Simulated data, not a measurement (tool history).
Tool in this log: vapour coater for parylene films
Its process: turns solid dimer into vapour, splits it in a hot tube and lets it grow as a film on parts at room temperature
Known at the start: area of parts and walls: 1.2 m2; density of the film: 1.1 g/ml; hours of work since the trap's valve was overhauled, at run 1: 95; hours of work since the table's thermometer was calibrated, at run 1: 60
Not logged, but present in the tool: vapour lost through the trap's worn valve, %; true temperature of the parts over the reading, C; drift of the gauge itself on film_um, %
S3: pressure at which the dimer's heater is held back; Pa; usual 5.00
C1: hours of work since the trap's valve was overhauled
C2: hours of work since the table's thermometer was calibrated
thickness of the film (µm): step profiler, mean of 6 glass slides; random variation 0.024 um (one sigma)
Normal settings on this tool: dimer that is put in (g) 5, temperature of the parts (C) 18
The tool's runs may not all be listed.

{"run": 1, "hour": 0.0, "dimer that is put in (g)": 5, "temperature of the parts (C)": 18, "S3": 5.0, "C1": 95, "C2": 60, "thickness of the film (µm)": 1.7}
{"run": 2, "hour": 48.0, "dimer that is put in (g)": 5, "temperature of the parts (C)": 18, "S3": 5.0, "C1": 118, "C2": 83, "thickness of the film (µm)": 1.65}
{"run": 3, "hour": 126.5, "dimer that is put in (g)": 5, "temperature of the parts (C)": 18, "S3": 5.0, "C1": 156, "C2": 121, "thickness of the film (µm)": 1.62}
{"run": 4, "hour": 168.1, "dimer that is put in (g)": 5, "temperature of the parts (C)": 18, "S3": 5.0, "C1": 176, "C2": 141, "thickness of the film (µm)": 1.64}
{"run": 5, "hour": 207.5, "dimer that is put in (g)": 5, "temperature of the parts (C)": 18, "S3": 5.0, "C1": 195, "C2": 160, "thickness of the film (µm)": 1.66}
{"run": 6, "hour": 247.2, "dimer that is put in (g)": 3, "temperature of the parts (C)": 18, "S3": 5.0, "C1": 214, "C2": 179, "thickness of the film (µm)": 0.98}
{"hour": 264.7, "done": "trap's valve overhauled"}
{"run": 7, "hour": 306.8, "dimer that is put in (g)": 3, "temperature of the parts (C)": 18, "S3": 5.0, "C1": 20, "C2": 206, "thickness of the film (µm)": 0.95}
{"hour": 381.0, "done": "trap's valve overhauled, once more"}
{"run": 8, "hour": 381.0, "dimer that is put in (g)": 3, "temperature of the parts (C)": 18, "S3": 5.0, "C1": 0, "C2": 240, "thickness of the film (µm)": 1.05}
{"run": 9, "hour": 454.5, "dimer that is put in (g)": 3, "temperature of the parts (C)": 18, "S3": 5.0, "C1": 35, "C2": 275, "thickness of the film (µm)": 1.03}
{"run": 10, "hour": 514.7, "dimer that is put in (g)": 3, "temperature of the parts (C)": 18, "S3": 5.0, "C1": 64, "C2": 304, "thickness of the film (µm)": 1.04}
{"run": 11, "hour": 573.7, "dimer that is put in (g)": 3, "temperature of the parts (C)": 18, "S3": 5.0, "C1": 93, "C2": 333, "thickness of the film (µm)": 1.01}
{"run": 12, "hour": 609.6, "dimer that is put in (g)": 3, "temperature of the parts (C)": 18, "S3": 5.0, "C1": 110, "C2": 350, "thickness of the film (µm)": 1.0}
{"run": 13, "hour": 689.6, "dimer that is put in (g)": 8, "temperature of the parts (C)": 18, "S3": 5.0, "C1": 149, "C2": 388, "thickness of the film (µm)": 2.66}
{"run": 14, "hour": 726.8, "dimer that is put in (g)": 5, "temperature of the parts (C)": 18, "S3": 2.79, "C1": 167, "C2": 406, "thickness of the film (µm)": 1.7}
{"run": 15, "hour": 779.2, "dimer that is put in (g)": 5, "temperature of the parts (C)": 18, "S3": 2.79, "C1": 192, "C2": 432, "thickness of the film (µm)": 1.77}
{"hour": 841.6, "done": "trap's valve overhauled"}
{"run": 16, "hour": 842.1, "dimer that is put in (g)": 5, "temperature of the parts (C)": 14, "S3": 6.06, "C1": 0, "C2": 460, "thickness of the film (µm)": 1.97}
{"run": 17, "hour": 900.3, "dimer that is put in (g)": 5, "temperature of the parts (C)": 14, "S3": 6.06, "C1": 28, "C2": 488, "thickness of the film (µm)": 1.89}
{"run": 18, "hour": 969.6, "dimer that is put in (g)": 5, "temperature of the parts (C)": 12, "S3": 6.06, "C1": 62, "C2": 521, "thickness of the film (µm)": 2.0}
{"run": 19, "hour": 1032.8, "dimer that is put in (g)": 4, "temperature of the parts (C)": 24, "S3": 6.06, "C1": 92, "C2": 552, "thickness of the film (µm)": 1.07}
{"run": 20, "hour": 1069.6, "dimer that is put in (g)": 4, "temperature of the parts (C)": 14, "S3": 2.4, "C1": 110, "C2": 570, "thickness of the film (µm)": 1.68}
{"run": 21, "hour": 1113.8, "dimer that is put in (g)": 4, "temperature of the parts (C)": 14, "S3": 2.4, "C1": 131, "C2": 591, "thickness of the film (µm)": 1.67}
{"run": 22, "hour": 1157.0, "dimer that is put in (g)": 9, "temperature of the parts (C)": 19, "S3": 7.73, "C1": 152, "C2": 612, "thickness of the film (µm)": 2.62}

Estimate the outcome of run 23 from the log above:
{"run": 23, "hour": 1189.3, "dimer that is put in (g)": 9, "temperature of the parts (C)": 19, "S3": 3.75, "C1": 168, "C2": 627, "thickness of the film (µm)": "?"}

thickness of the film (µm): 2.94
On a tool with no hidden condition, and with the same random variation, this run would have come out at thickness of the film (µm) 3.23.

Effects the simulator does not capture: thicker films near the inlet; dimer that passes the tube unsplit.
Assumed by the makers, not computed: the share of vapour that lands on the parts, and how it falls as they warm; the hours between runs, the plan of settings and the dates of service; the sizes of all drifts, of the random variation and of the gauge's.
